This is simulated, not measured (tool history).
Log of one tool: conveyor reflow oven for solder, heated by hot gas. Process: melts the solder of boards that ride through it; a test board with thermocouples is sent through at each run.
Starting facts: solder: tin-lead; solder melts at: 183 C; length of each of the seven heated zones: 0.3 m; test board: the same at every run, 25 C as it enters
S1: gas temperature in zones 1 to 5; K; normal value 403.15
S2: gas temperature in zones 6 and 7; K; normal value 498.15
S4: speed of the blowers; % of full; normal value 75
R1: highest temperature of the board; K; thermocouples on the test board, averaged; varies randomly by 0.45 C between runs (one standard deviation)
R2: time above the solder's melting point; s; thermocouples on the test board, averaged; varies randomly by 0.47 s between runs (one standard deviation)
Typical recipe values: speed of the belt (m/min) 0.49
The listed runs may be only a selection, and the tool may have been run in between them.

Run 1, hour 0: usual settings. Result: R1 481.25 K, R2 45 s.
Run 2, hour 73.3: usual settings. Result: R1 481.15 K, R2 45.1 s.
Run 3, hour 128.6: usual settings. Result: R1 481.35 K, R2 45.8 s.
At hour 179.4: flux residue cleaned out of gas plates and filters.
Run 4, hour 194.3: usual settings but S1 407.15 K. Result: R1 482.65 K, R2 47.3 s.
Run 5, hour 227.4: usual settings but S1 407.15 K. Result: R1 482.75 K, R2 47.3 s.
Run 6, hour 278.3: usual settings but S1 407.15 K. Result: R1 482.65 K, R2 47 s.
Run 7, hour 353.4: usual settings but S1 394.15 K, S2 494.15 K, S4 79 % of full. Result: R1 477.95 K, R2 39.2 s.
Run 8, hour 397.9: usual settings but S1 394.15 K, S2 494.15 K, S4 79 % of full. Result: R1 478.05 K, R2 38.5 s.
Run 9, hour 458.7: usual settings but S1 392.15 K, S2 506.15 K, speed of the belt (m/min) 0.589, S4 56 % of full. Result: R1 470.65 K, R2 21 s.
Run 10, hour 490.3: usual settings but S2 511.15 K, speed of the belt (m/min) 0.46, S4 78 % of full. Result: R1 495.35 K, R2 60.1 s.
Run 11, hour 549.7: usual settings but S2 511.15 K, speed of the belt (m/min) 0.46, S4 78 % of full. Result: R1 495.95 K, R2 60.5 s.

4 ways to go on from here, each from the tool as it stands after run 11. What would each give?
Run A, hour 621.6: usual settings but S2 501.15 K, speed of the belt (m/min) 0.468, S4 57 % of full. Result: R1 ?, R2 ?.
Run B, hour 621.6: usual settings but S1 390.15 K, S2 496.15 K. Result: R1 ?, R2 ?.
Run C, hour 621.6: usual settings but S1 411.15 K, speed of the belt (m/min) 0.521, S4 51 % of full. Result: R1 ?, R2 ?.
Run D, hour 621.6: usual settings but S1 395.15 K, S2 511.15 K, speed of the belt (m/min) 0.416, S4 73 % of full. Result: R1 ?, R2 ?.

run      R1    R2
  A  479.55  44.9
  B  477.55  37.7
  C  473.25  33.1
  D  495.95  65.1
With no hidden state in the tool, these same runs would have given:
run      R1    R2
  A  479.85  45.1
  B  477.75    38
  C  473.55  33.3
  D  496.15  65.3
